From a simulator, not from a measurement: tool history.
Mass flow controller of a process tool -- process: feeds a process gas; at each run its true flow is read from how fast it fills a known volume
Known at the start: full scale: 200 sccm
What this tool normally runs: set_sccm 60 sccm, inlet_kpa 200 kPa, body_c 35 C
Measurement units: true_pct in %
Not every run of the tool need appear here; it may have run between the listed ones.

run    hour  set_sccm  inlet_kpa  body_c  true_pct
  1       0        60        200      35     97.67
  2   232.9        60        200      35     97.54
  3   337.4        60        200      35     97.74
  4   538.5        60        200      38     97.69
  5   711.9        60        230      35      97.4
      734.5  -- controller's zero set anew
  6   935.4        60        230      35     97.38
  7  1108.9        60        230      35     97.28
  8  1326.8        60        230      35     97.22
  9  1514.8        55        200      35     97.21
 10  1720.8        62        200      35     97.35
 11  1827.6        62        200      35     97.31
 12  1994.7       191        200      35     99.66
 13  2133.6        60        276      35     96.77
       2198  -- controller's zero set anew, once more
 14  2332.8        34        183      20     96.91
 15  2470.1        34        183      20     96.95
 16  2725.2       147        144      20     98.97
 17  2845.3       147        144      33     99.26
 18  2969.7        33        179      27     97.07

Each row is a separate what-if for the run after 18, all from the same tool condition, not one after another. Results?
  A  3170.3       102        141      34         ?
  B  3170.3        60        200      36         ?
  C  3170.3        33        179      30         ?
  D  3170.3       174        247      32         ?
  E  3170.3       110        179      27         ?

run  true_pct
  A     98.79
  B     97.65
  C     97.21
  D     98.97
  E     98.35
Without the tool's hidden state the same runs would have given:
run  true_pct
  A     99.33
  B     98.22
  C     97.85
  D     99.49
  E     98.89
